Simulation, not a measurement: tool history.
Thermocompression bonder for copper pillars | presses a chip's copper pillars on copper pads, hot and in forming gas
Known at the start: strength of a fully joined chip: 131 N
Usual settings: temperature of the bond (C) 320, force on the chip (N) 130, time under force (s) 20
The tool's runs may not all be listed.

run	day	temperature of the bond (C)	force on the chip (N)	time under force (s)	force that shears a chip off (N)
1	0	320	130	20	75.7
2	0.438	320	130	20	74.6
3	0.896	320	130	26	81.2
4	1.196	320	130	36	90.6
5	1.512	320	130	36	88.2
6	2.071	320	130	20	74.8
7	2.321	320	130	20	76.1
8	2.779	292	130	33	65.7
9	3.321	292	130	33	67.4
10	3.796	313	159	50	100.4

Run 11 comes next. What will it give?
11	4.05	313	159	50	?

{"run 11": {"force that shears a chip off (N)": 104.8}}
Without the tool's hidden state the same run would have given force that shears a chip off (N) 108.3.
